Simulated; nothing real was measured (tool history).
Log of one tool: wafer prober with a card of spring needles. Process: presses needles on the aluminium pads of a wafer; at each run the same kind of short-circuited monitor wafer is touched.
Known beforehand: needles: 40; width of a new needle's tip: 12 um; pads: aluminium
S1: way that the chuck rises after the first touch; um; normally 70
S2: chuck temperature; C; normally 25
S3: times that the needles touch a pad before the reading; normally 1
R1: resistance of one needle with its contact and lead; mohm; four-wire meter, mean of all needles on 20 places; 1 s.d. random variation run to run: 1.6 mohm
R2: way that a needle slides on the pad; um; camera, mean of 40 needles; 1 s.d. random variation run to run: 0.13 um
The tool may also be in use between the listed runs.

run	day	S1	S2	S3	R1	R2
1	0	70	25	1	170	11.39
# day 0.096: tips cleaned on abrasive film
# day 0.333: tips cleaned on abrasive film
# day 0.571: tips cleaned on abrasive film
# day 0.758: tips cleaned on abrasive film
2	0.867	70	25	1	170	10.92
# day 0.967: tips cleaned on abrasive film
# day 1.154: tips cleaned on abrasive film
# day 1.35: tips cleaned on abrasive film
3	1.35	70	25	1	159	11.22
# day 1.588: tips cleaned on abrasive film
# day 1.825: tips cleaned on abrasive film
# day 2.062: tips cleaned on abrasive film
4	2.204	70	25	1	169	10.98
# day 2.254: tips cleaned on abrasive film
# day 2.446: tips cleaned on abrasive film
# day 2.683: tips cleaned on abrasive film
5	2.867	70	25	1	175	10.74
# day 2.917: tips cleaned on abrasive film
# day 3.154: tips cleaned on abrasive film
# day 3.346: tips cleaned on abrasive film
6	3.521	70	25	1	174	10.76
# day 3.571: tips cleaned on abrasive film
# day 3.762: tips cleaned on abrasive film
# day 3.996: tips cleaned on abrasive film
# day 4.188: tips cleaned on abrasive film
# day 4.425: tips cleaned on abrasive film
7	4.575	55	34	1	180	8.36
# day 4.625: tips cleaned on abrasive film
# day 4.862: tips cleaned on abrasive film
# day 5.1: tips cleaned on abrasive film
# day 5.288: tips cleaned on abrasive film
8	5.392	68	36	3	167	10.5
# day 5.454: height of the first contact set anew
# day 5.504: tips cleaned on abrasive film
# day 5.742: tips cleaned on abrasive film
# day 5.975: tips cleaned on abrasive film
# day 6.167: tips cleaned on abrasive film
9	6.196	68	78	3	173	9.86
# day 6.383: tips cleaned on abrasive film
# day 6.575: tips cleaned on abrasive film
# day 6.812: tips cleaned on abrasive film
# day 7.05: tips cleaned on abrasive film
# day 7.238: tips cleaned on abrasive film
10	7.258	68	78	3	172	10.18
# day 7.45: tips cleaned on abrasive film
# day 7.642: tips cleaned on abrasive film
# day 7.875: tips cleaned on abrasive film
# day 8.067: tips cleaned on abrasive film
# day 8.3: tips cleaned on abrasive film
11	8.329	89	41	2	163	13.42

Below are 5 alternative next runs, each starting from the tool's condition after run 11. Predict each:
# day 8.517: tips cleaned on abrasive film
# day 8.708: tips cleaned on abrasive film
A	8.792	54	25	1	?	?
# day 8.517: tips cleaned on abrasive film
# day 8.708: tips cleaned on abrasive film
B	8.792	89	41	2	?	?
# day 8.517: tips cleaned on abrasive film
# day 8.708: tips cleaned on abrasive film
C	8.792	89	41	1	?	?
# day 8.517: tips cleaned on abrasive film
# day 8.708: tips cleaned on abrasive film
D	8.792	89	41	2	?	?
# day 8.517: tips cleaned on abrasive film
# day 8.708: tips cleaned on abrasive film
E	8.792	77	26	2	?	?

run	R1	R2
A	175	7.95
B	167	13.23
C	166	13.52
D	164	13.62
E	162	11.66
With the hidden condition removed and each run's random variation left untouched, the same runs would have given:
run	R1	R2
A	161	8.87
B	164	14.13
C	161	14.43
D	162	14.55
E	159	12.57

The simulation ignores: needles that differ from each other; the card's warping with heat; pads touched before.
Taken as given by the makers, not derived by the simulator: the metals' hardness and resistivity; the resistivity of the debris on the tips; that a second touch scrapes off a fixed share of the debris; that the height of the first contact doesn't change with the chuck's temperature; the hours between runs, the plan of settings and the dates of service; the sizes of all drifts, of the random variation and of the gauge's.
